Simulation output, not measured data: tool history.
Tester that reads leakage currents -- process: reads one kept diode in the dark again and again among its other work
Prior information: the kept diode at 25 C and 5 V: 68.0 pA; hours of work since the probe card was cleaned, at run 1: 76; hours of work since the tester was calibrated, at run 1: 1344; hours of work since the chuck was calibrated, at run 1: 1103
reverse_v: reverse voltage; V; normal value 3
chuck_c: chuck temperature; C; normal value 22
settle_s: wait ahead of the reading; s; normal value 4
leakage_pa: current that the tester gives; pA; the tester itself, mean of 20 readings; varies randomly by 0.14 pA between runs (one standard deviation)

run     day  reverse_v  chuck_c  settle_s  hours of work since the probe card was cleaned  hours of work since the tester was calibrated  hours of work since the chuck was calibrated  leakage_pa
  1       0          3       22         4                                              76                                           1344                                          1103       43.34
  2   6.667          3       22      3.75                                             186                                           1455                                          1214       43.25
  3  13.579          3       22      3.75                                             301                                           1569                                          1328       43.49
  4  20.425          3       22      3.75                                             414                                           1683                                          1442       43.38
  5  27.458          3       22         4                                             531                                           1799                                          1558       43.48
  6  34.742       3.91       22      0.71                                             651                                           1920                                          1679       49.72
  7  41.992      13.98       22      6.41                                             771                                           2040                                          1799       87.66
  8    47.4          3       32      3.49                                             861                                           2130                                          1889        90.2
  9  50.612       3.22       31         4                                             914                                           2183                                          1942        86.1
 10  56.712       2.29       32         4                                            1015                                           2284                                          2043       79.75

Forecast each of these 3 alternatives for the next run:
  A  62.233      10.95       22         4                                            1107                                           2376                                          2135           ?
  B  62.233       2.36       36         4                                            1107                                           2376                                          2135           ?
  C  62.233       1.93       26         4                                            1107                                           2376                                          2135           ?

run  leakage_pa
  A       78.37
  B      106.14
  C       47.86
Take away the tool's hidden state, keep each run's random variation, and the runs would have read:
run  leakage_pa
  A       78.22
  B      105.99
  C       47.78
